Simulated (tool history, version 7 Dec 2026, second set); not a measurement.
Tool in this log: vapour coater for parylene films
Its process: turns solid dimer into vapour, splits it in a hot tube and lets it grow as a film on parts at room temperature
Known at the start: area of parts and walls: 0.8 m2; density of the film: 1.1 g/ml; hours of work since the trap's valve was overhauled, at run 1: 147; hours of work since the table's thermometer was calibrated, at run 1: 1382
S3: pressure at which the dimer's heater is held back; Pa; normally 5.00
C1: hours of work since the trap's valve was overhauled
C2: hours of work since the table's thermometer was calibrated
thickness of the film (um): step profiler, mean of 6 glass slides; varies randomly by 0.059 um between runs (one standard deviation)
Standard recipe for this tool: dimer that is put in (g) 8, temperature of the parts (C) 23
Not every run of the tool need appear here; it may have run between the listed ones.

{"run": 1, "hour": 0.0, "dimer that is put in (g)": 8, "temperature of the parts (C)": 23, "S3": 5.0, "C1": 147, "C2": 1382, "thickness of the film (um)": 6.93}
{"run": 2, "hour": 21.7, "dimer that is put in (g)": 8, "temperature of the parts (C)": 23, "S3": 5.0, "C1": 164, "C2": 1400, "thickness of the film (um)": 6.87}
{"run": 3, "hour": 54.4, "dimer that is put in (g)": 8, "temperature of the parts (C)": 23, "S3": 5.0, "C1": 191, "C2": 1427, "thickness of the film (um)": 6.92}
{"run": 4, "hour": 83.2, "dimer that is put in (g)": 5, "temperature of the parts (C)": 23, "S3": 5.0, "C1": 214, "C2": 1450, "thickness of the film (um)": 4.37}
{"run": 5, "hour": 124.5, "dimer that is put in (g)": 5, "temperature of the parts (C)": 23, "S3": 5.0, "C1": 248, "C2": 1484, "thickness of the film (um)": 4.31}
{"run": 6, "hour": 171.6, "dimer that is put in (g)": 5, "temperature of the parts (C)": 23, "S3": 5.0, "C1": 286, "C2": 1522, "thickness of the film (um)": 4.27}
{"run": 7, "hour": 200.9, "dimer that is put in (g)": 5, "temperature of the parts (C)": 23, "S3": 5.0, "C1": 310, "C2": 1546, "thickness of the film (um)": 4.31}
{"run": 8, "hour": 233.0, "dimer that is put in (g)": 5, "temperature of the parts (C)": 23, "S3": 5.0, "C1": 336, "C2": 1572, "thickness of the film (um)": 4.29}
{"run": 9, "hour": 256.6, "dimer that is put in (g)": 8, "temperature of the parts (C)": 23, "S3": 5.0, "C1": 356, "C2": 1592, "thickness of the film (um)": 6.96}
{"run": 10, "hour": 299.8, "dimer that is put in (g)": 8, "temperature of the parts (C)": 23, "S3": 5.0, "C1": 391, "C2": 1627, "thickness of the film (um)": 6.84}
{"run": 11, "hour": 330.0, "dimer that is put in (g)": 8, "temperature of the parts (C)": 23, "S3": 2.67, "C1": 416, "C2": 1651, "thickness of the film (um)": 7.79}
{"run": 12, "hour": 355.6, "dimer that is put in (g)": 8, "temperature of the parts (C)": 23, "S3": 5.0, "C1": 436, "C2": 1672, "thickness of the film (um)": 6.93}
{"run": 13, "hour": 383.2, "dimer that is put in (g)": 8, "temperature of the parts (C)": 23, "S3": 5.0, "C1": 459, "C2": 1695, "thickness of the film (um)": 6.91}
{"run": 14, "hour": 422.5, "dimer that is put in (g)": 8, "temperature of the parts (C)": 23, "S3": 5.0, "C1": 491, "C2": 1727, "thickness of the film (um)": 6.91}
{"hour": 443.8, "done": "trap's valve overhauled"}
{"run": 15, "hour": 466.2, "dimer that is put in (g)": 4, "temperature of the parts (C)": 24, "S3": 8.49, "C1": 18, "C2": 1759, "thickness of the film (um)": 2.97}
{"run": 16, "hour": 499.0, "dimer that is put in (g)": 4, "temperature of the parts (C)": 22, "S3": 6.02, "C1": 45, "C2": 1786, "thickness of the film (um)": 3.47}
{"run": 17, "hour": 533.8, "dimer that is put in (g)": 8, "temperature of the parts (C)": 26, "S3": 5.0, "C1": 73, "C2": 1814, "thickness of the film (um)": 6.01}
{"run": 18, "hour": 567.0, "dimer that is put in (g)": 6, "temperature of the parts (C)": 18, "S3": 5.02, "C1": 100, "C2": 1841, "thickness of the film (um)": 6.46}
{"run": 19, "hour": 597.4, "dimer that is put in (g)": 6, "temperature of the parts (C)": 18, "S3": 5.02, "C1": 125, "C2": 1866, "thickness of the film (um)": 6.55}
{"run": 20, "hour": 643.5, "dimer that is put in (g)": 6, "temperature of the parts (C)": 18, "S3": 5.02, "C1": 163, "C2": 1904, "thickness of the film (um)": 6.59}
{"hour": 666.5, "done": "table's thermometer calibrated"}
{"run": 21, "hour": 683.9, "dimer that is put in (g)": 6, "temperature of the parts (C)": 31, "S3": 9.56, "C1": 195, "C2": 14, "thickness of the film (um)": 3.16}
{"run": 22, "hour": 708.1, "dimer that is put in (g)": 6, "temperature of the parts (C)": 31, "S3": 9.56, "C1": 215, "C2": 34, "thickness of the film (um)": 3.17}
{"run": 23, "hour": 742.3, "dimer that is put in (g)": 7, "temperature of the parts (C)": 31, "S3": 2.25, "C1": 243, "C2": 62, "thickness of the film (um)": 4.87}
{"run": 24, "hour": 769.1, "dimer that is put in (g)": 7, "temperature of the parts (C)": 31, "S3": 2.25, "C1": 264, "C2": 84, "thickness of the film (um)": 4.93}
{"run": 25, "hour": 811.7, "dimer that is put in (g)": 10, "temperature of the parts (C)": 23, "S3": 8.41, "C1": 299, "C2": 118, "thickness of the film (um)": 7.86}
{"run": 26, "hour": 843.2, "dimer that is put in (g)": 10, "temperature of the parts (C)": 23, "S3": 8.41, "C1": 325, "C2": 144, "thickness of the film (um)": 7.91}

What if the next run were any one of these 5? Each begins from the tool's condition after run 26:
{"run": "A", "hour": 866.7, "dimer that is put in (g)": 8, "temperature of the parts (C)": 23, "S3": 3.75, "C1": 344, "C2": 163, "thickness of the film (um)": "?"}
{"run": "B", "hour": 866.7, "dimer that is put in (g)": 10, "temperature of the parts (C)": 20, "S3": 5.94, "C1": 344, "C2": 163, "thickness of the film (um)": "?"}
{"run": "C", "hour": 866.7, "dimer that is put in (g)": 5, "temperature of the parts (C)": 23, "S3": 5.0, "C1": 344, "C2": 163, "thickness of the film (um)": "?"}
{"run": "D", "hour": 866.7, "dimer that is put in (g)": 10, "temperature of the parts (C)": 19, "S3": 8.41, "C1": 344, "C2": 163, "thickness of the film (um)": "?"}
{"run": "E", "hour": 866.7, "dimer that is put in (g)": 4, "temperature of the parts (C)": 21, "S3": 2.12, "C1": 344, "C2": 163, "thickness of the film (um)": "?"}

run=A thickness_of_the_film_(um)=7.32
run=B thickness_of_the_film_(um)=9.62
run=C thickness_of_the_film_(um)=4.31
run=D thickness_of_the_film_(um)=9.45
run=E thickness_of_the_film_(um)=4.37
Had the tool no hidden state, the same runs would have come out as:
run=A thickness_of_the_film_(um)=7.34
run=B thickness_of_the_film_(um)=9.64
run=C thickness_of_the_film_(um)=4.32
run=D thickness_of_the_film_(um)=9.47
run=E thickness_of_the_film_(um)=4.38
